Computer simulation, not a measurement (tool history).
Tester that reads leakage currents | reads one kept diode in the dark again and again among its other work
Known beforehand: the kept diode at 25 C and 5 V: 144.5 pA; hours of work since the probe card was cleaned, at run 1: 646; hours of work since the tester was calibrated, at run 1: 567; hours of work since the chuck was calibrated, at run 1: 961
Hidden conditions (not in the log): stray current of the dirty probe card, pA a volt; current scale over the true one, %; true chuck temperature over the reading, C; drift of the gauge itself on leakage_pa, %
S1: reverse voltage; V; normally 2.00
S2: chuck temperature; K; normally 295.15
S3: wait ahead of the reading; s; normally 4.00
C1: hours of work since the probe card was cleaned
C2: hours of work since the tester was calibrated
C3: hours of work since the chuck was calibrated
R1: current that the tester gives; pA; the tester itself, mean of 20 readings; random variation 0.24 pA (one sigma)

| run | day | S1 | S2 | S3 | C1 | C2 | C3 | R1 |
|---|---|---|---|---|---|---|---|---|
| 1 | 0.000 | 2.00 | 295.15 | 4.00 | 646 | 567 | 961 | 88.73 |
| 2 | 1.104 | 2.81 | 295.15 | 4.00 | 659 | 580 | 975 | 102.40 |
| 3 | 2.588 | 3.10 | 295.15 | 4.00 | 677 | 598 | 992 | 106.76 |
| 4 | 4.088 | 2.00 | 324.15 | 4.00 | 695 | 616 | 1011 | 726.94 |
| 5 | 6.492 | 2.00 | 315.15 | 4.00 | 724 | 645 | 1040 | 394.73 |
| 6 | 8.475 | 1.12 | 295.15 | 4.00 | 748 | 669 | 1063 | 72.14 |
| 7 | 10.429 | 1.12 | 295.15 | 4.00 | 772 | 693 | 1087 | 71.98 |
| 8 | 12.708 | 1.12 | 307.15 | 4.00 | 799 | 720 | 1115 | 178.62 |
| 9 | 14.725 | 1.12 | 307.15 | 4.00 | 823 | 745 | 1139 | 179.08 |
| 10 | 16.233 | 1.74 | 307.15 | 4.00 | 842 | 763 | 1157 | 214.75 |
| 11 | 18.454 | 2.00 | 295.15 | 1.07 | 868 | 790 | 1184 | 91.57 |
| 12 | 19.571 | 2.00 | 295.15 | 1.07 | 882 | 803 | 1197 | 92.30 |
| 13 | 21.392 | 2.00 | 295.15 | 1.07 | 904 | 825 | 1219 | 92.68 |
| 14 | 22.829 | 5.70 | 295.15 | 1.07 | 921 | 842 | 1237 | 140.08 |
| 15 | 25.212 | 5.25 | 320.15 | 0.38 | 950 | 871 | 1265 | 829.23 |
| 16 | 26.729 | 5.25 | 320.15 | 0.38 | 968 | 889 | 1284 | 831.38 |
| 17 | 28.246 | 3.96 | 295.15 | 4.00 | 987 | 908 | 1302 | 121.26 |
| 18 | 29.654 | 4.47 | 295.15 | 0.76 | 1004 | 925 | 1319 | 129.11 |
| 19 | 31.517 | 1.63 | 302.15 | 0.40 | 1026 | 947 | 1341 | 148.10 |
|  | 32.450 | chuck's temperature calibrated |
| 20 | 32.896 | 1.63 | 302.15 | 0.40 | 1042 | 963 | 5 | 128.90 |
| 21 | 35.188 | 2.00 | 295.15 | 0.45 | 1069 | 990 | 33 | 82.41 |
| 22 | 37.071 | 2.49 | 318.15 | 4.00 | 1092 | 1013 | 56 | 485.32 |
| 23 | 38.512 | 2.49 | 318.15 | 4.00 | 1109 | 1030 | 73 | 481.21 |
| 24 | 39.996 | 2.00 | 314.15 | 4.00 | 1127 | 1048 | 91 | 338.70 |
| 25 | 41.754 | 2.00 | 324.15 | 4.00 | 1149 | 1070 | 112 | 665.64 |
| 26 | 43.971 | 4.85 | 307.15 | 6.79 | 1175 | 1096 | 139 | 291.73 |
| 27 | 46.104 | 2.00 | 307.15 | 6.92 | 1201 | 1122 | 165 | 204.74 |
| 28 | 47.379 | 1.48 | 308.15 | 0.93 | 1216 | 1137 | 180 | 196.77 |

Predict each of these 5 candidate next runs independently; none follows another, all start after run 28:
| A | 48.846 | 1.48 | 308.15 | 0.72 | 1234 | 1155 | 198 | ? |
| B | 48.846 | 12.61 | 297.15 | 9.19 | 1234 | 1155 | 198 | ? |
| C | 48.846 | 2.00 | 310.15 | 1.98 | 1234 | 1155 | 198 | ? |
| D | 48.846 | 1.48 | 299.15 | 0.93 | 1234 | 1155 | 198 | ? |
| E | 48.846 | 1.48 | 296.15 | 0.93 | 1234 | 1155 | 198 | ? |

| run | R1 |
|---|---|
| A | 197.96 |
| B | 201.54 |
| C | 256.59 |
| D | 100.99 |
| E | 80.22 |
Stripped of hidden state, with their random variation kept, the same runs would have yielded:
| run | R1 |
|---|---|
| A | 192.75 |
| B | 191.98 |
| C | 249.85 |
| D | 97.98 |
| E | 77.69 |
